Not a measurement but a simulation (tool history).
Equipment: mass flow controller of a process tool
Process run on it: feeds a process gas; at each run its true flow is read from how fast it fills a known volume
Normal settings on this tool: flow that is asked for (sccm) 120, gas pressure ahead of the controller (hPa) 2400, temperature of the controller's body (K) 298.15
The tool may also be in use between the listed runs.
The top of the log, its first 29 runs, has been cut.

run,hour,flow that is asked for (sccm),gas pressure ahead of the controller (hPa),temperature of the controller's body (K),true flow (%)
30,5508.4,120,2400,309.15,96.13
31,5689.4,58,1840,297.15,93.53
32,5798.1,58,1840,297.15,93.42
33,5973,54,2310,308.15,92.92
34,6152.1,133,2750,294.15,95.43
35,6275.5,133,2750,294.15,95.46
36,6429.5,133,2750,294.15,95.3
37,6572.5,133,2750,294.15,95.36
38,6793,46,1920,311.15,91.7
# hour 7013: controller's zero set anew
39,7023.3,42,2350,311.15,96.8
40,7275.3,42,2350,311.15,96.64
41,7450.5,26,2350,294.15,95.56
42,7640.7,43,1570,297.15,96.63
43,7782.5,43,1570,297.15,96.42
44,7915.6,170,2400,310.15,97.71
45,8078.2,170,2400,310.15,97.7
46,8267.9,170,2400,310.15,97.66
47,8451.7,120,2650,304.15,96.59

Forecast each of these 5 alternatives for the next run:
A,8597.1,120,1920,299.15,?
B,8597.1,54,2380,306.15,?
C,8597.1,105,2400,298.15,?
D,8597.1,120,2150,298.15,?
E,8597.1,120,1410,304.15,?

run,true flow (%)
A,97.05
B,95.56
C,96.38
D,96.73
E,97.51
Without the tool's unlogged condition, the same runs would have read:
run,true flow (%)
A,99.35
B,98.39
C,98.74
D,99.02
E,99.8
